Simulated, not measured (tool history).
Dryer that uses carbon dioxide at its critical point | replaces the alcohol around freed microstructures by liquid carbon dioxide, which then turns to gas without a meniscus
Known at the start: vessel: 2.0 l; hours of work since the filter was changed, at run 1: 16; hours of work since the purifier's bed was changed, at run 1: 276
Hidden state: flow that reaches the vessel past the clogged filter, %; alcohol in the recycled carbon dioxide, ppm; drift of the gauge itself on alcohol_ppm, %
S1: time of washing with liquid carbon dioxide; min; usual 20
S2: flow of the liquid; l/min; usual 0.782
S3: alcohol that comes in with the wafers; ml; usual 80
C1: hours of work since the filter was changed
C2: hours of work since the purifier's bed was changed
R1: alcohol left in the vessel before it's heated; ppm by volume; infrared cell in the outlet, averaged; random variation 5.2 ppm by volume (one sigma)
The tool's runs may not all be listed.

run,day,S1,S2,S3,C1,C2,R1
1,0,20,0.782,80,16,276,158
2,1.096,20,0.782,80,35,295,170
3,3.45,15,0.782,80,76,336,539
4,4.5,31,0.782,80,94,355,109
5,5.833,31,0.782,80,118,378,103
6,7.9,20,0.782,80,153,414,231
7,10.408,20,0.782,80,197,457,245
8,11.888,20,0.782,80,223,483,247
9,13.012,20,0.782,80,242,503,276
10,14.812,20,0.782,80,274,534,271
11,17.175,20,0.782,80,315,575,310
12,19.396,20,0.782,80,353,614,321
13,21.908,20,0.72,80,397,657,461
14,24.5,20,0.782,80,442,702,382
15,26.712,20,0.782,80,481,741,408
# day 27.617: inlet filter changed
16,29.108,20,0.782,80,26,782,302
17,30.896,20,0.782,80,57,813,307
18,32.154,20,0.782,80,79,835,317
19,34.088,20,0.782,80,112,868,341
20,35.854,20,0.782,80,143,899,355
21,37.067,20,0.782,80,164,920,351
22,38.542,20,0.782,80,190,946,376
23,39.925,20,0.782,80,214,970,385
24,41.883,20,0.771,80,248,1004,396
25,44.092,20,0.771,80,286,1042,440
26,46.662,18,0.782,80,331,1087,562
27,49.258,19,0.782,47,376,1132,432
# day 50.738: purifier's bed changed
28,50.738,27,0.708,63,400,0,47
29,52.288,27,0.708,63,427,27,61
30,53.571,26,0.71,21,449,49,43
31,56.008,29,0.796,65,491,92,45
# day 56.392: inlet filter changed
32,57.442,20,0.549,56,18,116,429
33,58.962,20,1.014,29,45,142,40
34,60.8,31,1.172,29,77,174,47
35,63.379,21,0.982,46,121,219,74
36,65.883,21,0.982,46,165,263,82
37,67.379,12,1.041,42,191,289,279
38,69.746,18,1.041,42,232,330,121
39,71.454,18,1.041,42,262,359,116
40,73.892,20,0.782,33,304,402,174
41,75.004,32,0.638,24,324,421,117
42,76.262,18,0.761,108,345,443,543
43,78.571,18,0.761,108,386,483,604
44,80.5,18,0.761,108,419,517,639
45,81.696,18,0.761,108,440,537,661
46,83.629,21,1.307,80,474,571,154

The same runs without the tool's hidden state, with the same run-to-run variation:
run,R1
1,85
2,88
3,404
4,17
5,6
6,94
7,91
8,80
9,97
10,80
11,97
12,92
13,149
14,91
15,97
16,96
17,88
18,87
19,98
20,94
21,82
22,95
23,93
24,87
25,106
26,162
27,72
28,20
29,22
30,17
31,10
32,388
33,5
34,4
35,16
36,11
37,154
38,28
39,16
40,44
41,7
42,248
43,257
44,263
45,256
46,3
